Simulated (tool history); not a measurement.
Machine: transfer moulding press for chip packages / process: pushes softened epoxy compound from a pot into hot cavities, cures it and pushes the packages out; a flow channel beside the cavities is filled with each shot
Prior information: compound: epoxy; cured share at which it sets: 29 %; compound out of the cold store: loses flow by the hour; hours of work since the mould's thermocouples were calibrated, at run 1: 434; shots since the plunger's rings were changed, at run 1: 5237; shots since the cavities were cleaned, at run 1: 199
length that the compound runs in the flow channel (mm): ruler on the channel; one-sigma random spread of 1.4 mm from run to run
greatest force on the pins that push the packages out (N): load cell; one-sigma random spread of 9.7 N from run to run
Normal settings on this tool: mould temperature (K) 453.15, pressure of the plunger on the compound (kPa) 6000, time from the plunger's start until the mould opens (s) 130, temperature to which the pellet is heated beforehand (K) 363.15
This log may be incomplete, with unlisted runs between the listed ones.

run	day	mould temperature (K)	pressure of the plunger on the compound (kPa)	time from the plunger's start until the mould opens (s)	temperature to which the pellet is heated beforehand (K)	hours of work since the mould's thermocouples were calibrated	shots since the plunger's rings were changed	shots since the cavities were cleaned	incoming compound's hours out of the cold store	length that the compound runs in the flow channel (mm)	greatest force on the pins that push the packages out (N)
1	0.000	453.15	6000	130	363.15	434	5237	199	11.2	725	648
# day 1.754: plunger's sealing rings changed
2	1.975	453.15	6000	130	363.15	458	39	529	26.8	713	852
# day 2.704: cavities cleaned with cleaning compound and waxed
3	3.212	453.15	6000	130	363.15	473	247	90	35.1	691	549
4	4.583	453.15	6000	130	363.15	490	488	331	19.2	731	762
5	6.033	453.15	6000	130	363.15	508	744	587	40.5	678	863
# day 6.412: cavities cleaned with cleaning compound and waxed
6	7.275	453.15	6000	130	363.15	523	952	152	35.2	690	623
7	9.392	453.15	6000	130	363.15	550	1325	525	11.1	748	850
# day 10.129: cavities cleaned with cleaning compound and waxed
8	10.612	453.15	6000	130	363.15	565	1530	86	28.8	700	555
# day 11.304: mould's thermocouples calibrated
9	12.346	460.15	4780	114	366.15	13	1820	376	23.5	611	729
# day 13.892: cavities cleaned with cleaning compound and waxed
10	14.525	460.15	4780	114	366.15	40	2194	111	14.9	624	527
11	15.592	457.15	5510	159	364.15	54	2382	299	44.8	613	633
12	16.642	453.15	6000	130	365.15	67	2567	484	46.9	650	772
# day 17.579: cavities cleaned with cleaning compound and waxed
13	18.725	453.15	6000	130	365.15	93	2924	202	15.8	723	651
14	20.567	458.15	5930	130	365.15	116	3248	526	33.2	658	777

Predict the results of run 15:
# day 21.362: cavities cleaned with cleaning compound and waxed
15	22.667	453.15	7400	149	363.15	142	3608	230	26.2	?	?

Logged for run 15: length that the compound runs in the flow channel (mm) 772, greatest force on the pins that push the packages out (N) 626.
Take away the tool's hidden state, keep the run-to-run variation as it was, and the same run would have given length that the compound runs in the flow channel (mm) 792, greatest force on the pins that push the packages out (N) 418.

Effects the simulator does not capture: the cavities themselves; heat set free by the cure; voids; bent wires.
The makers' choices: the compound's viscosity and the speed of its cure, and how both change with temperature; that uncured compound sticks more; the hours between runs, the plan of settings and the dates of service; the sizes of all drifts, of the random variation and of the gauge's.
